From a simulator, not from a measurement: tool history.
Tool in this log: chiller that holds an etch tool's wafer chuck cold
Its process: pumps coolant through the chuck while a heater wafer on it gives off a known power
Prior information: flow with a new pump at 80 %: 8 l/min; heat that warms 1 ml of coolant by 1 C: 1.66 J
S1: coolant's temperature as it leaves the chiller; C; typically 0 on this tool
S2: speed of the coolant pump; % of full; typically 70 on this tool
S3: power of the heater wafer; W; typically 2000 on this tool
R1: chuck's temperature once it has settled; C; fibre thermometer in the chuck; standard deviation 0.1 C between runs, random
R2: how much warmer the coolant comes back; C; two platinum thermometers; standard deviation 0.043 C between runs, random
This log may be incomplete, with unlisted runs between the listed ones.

run 1 day=0.000 | S1=0 S2=70 S3=2000 | R1=25.3 R2=10.92
run 2 day=3.175 | S1=0 S2=70 S3=2000 | R1=25.4 R2=10.90
run 3 day=6.896 | S1=0 S2=70 S3=2000 | R1=25.5 R2=10.83
run 4 day=11.608 | S1=0 S2=70 S3=2000 | R1=25.7 R2=10.98
run 5 day=14.108 | S1=0 S2=70 S3=2000 | R1=25.6 R2=10.93
run 6 day=16.296 | S1=0 S2=70 S3=2000 | R1=25.5 R2=10.91
run 7 day=20.846 | S1=0 S2=70 S3=2000 | R1=25.5 R2=10.90
run 8 day=25.183 | S1=0 S2=70 S3=2000 | R1=25.6 R2=10.96
run 9 day=27.508 | S1=0 S2=70 S3=2000 | R1=26.0 R2=10.92
run 10 day=29.633 | S1=0 S2=70 S3=2000 | R1=25.7 R2=10.99
run 11 day=32.133 | S1=0 S2=70 S3=2000 | R1=25.9 R2=11.01
run 12 day=36.250 | S1=0 S2=70 S3=2000 | R1=26.0 R2=11.04
run 13 day=39.846 | S1=0 S2=70 S3=1640 | R1=21.3 R2=9.04
run 14 day=43.429 | S1=0 S2=70 S3=1640 | R1=21.3 R2=9.04
run 15 day=47.796 | S1=0 S2=70 S3=2638 | R1=34.2 R2=14.51
run 16 day=51.808 | S1=0 S2=70 S3=2638 | R1=34.3 R2=14.51
run 17 day=54.254 | S1=0 S2=70 S3=2638 | R1=34.4 R2=14.61
run 18 day=57.396 | S1=0 S2=70 S3=2638 | R1=34.4 R2=14.67
run 19 day=61.692 | S1=6 S2=95 S3=1040 | R1=17.4 R2=4.11
run 20 day=65.204 | S1=0 S2=80 S3=1998 | R1=24.0 R2=9.62
run 21 day=68.308 | S1=0 S2=79 S3=1300 | R1=15.9 R2=6.31
run 22 day=72.212 | S1=-8 S2=64 S3=2019 | R1=20.3 R2=12.38
run 23 day=75.150 | S1=-9 S2=79 S3=2476 | R1=21.0 R2=12.05
run 24 day=79.279 | S1=-9 S2=79 S3=2476 | R1=21.2 R2=12.13
run 25 day=83.312 | S1=-9 S2=79 S3=2476 | R1=21.4 R2=12.06
run 26 day=86.196 | S1=0 S2=61 S3=1078 | R1=16.0 R2=7.01
run 27 day=88.929 | S1=3 S2=95 S3=2000 | R1=24.7 R2=7.90
run 28 day=93.692 | S1=-6 S2=97 S3=2000 | R1=15.7 R2=7.74
run 29 day=97.571 | S1=-6 S2=97 S3=2000 | R1=15.6 R2=7.75
run 30 day=101.862 | S1=0 S2=88 S3=1357 | R1=15.8 R2=5.90
run 31 day=105.779 | S1=-8 S2=88 S3=1357 | R1=8.1 R2=5.88
run 32 day=109.950 | S1=0 S2=60 S3=1237 | R1=18.7 R2=8.28
run 33 day=112.000 | S1=-3 S2=82 S3=1165 | R1=11.3 R2=5.48

Consider 3 possible next runs. They are alternatives, not a sequence: every one starts from the tool as it was left by run 33. What does each give?
run A day=114.708 | S1=-3 S2=72 S3=1165 | R1=? R2=?
run B day=114.708 | S1=8 S2=82 S3=1165 | R1=? R2=?
run C day=114.708 | S1=2 S2=85 S3=2075 | R1=? R2=?

run=A R1=12.6 R2=6.34
run=B R1=22.5 R2=5.50
run=C R1=26.6 R2=9.40
Take away the tool's hidden state, keep each run's random variation, and the runs would have read:
run=A R1=10.5 R2=5.94
run=B R1=20.5 R2=5.15
run=C R1=23.5 R2=8.80
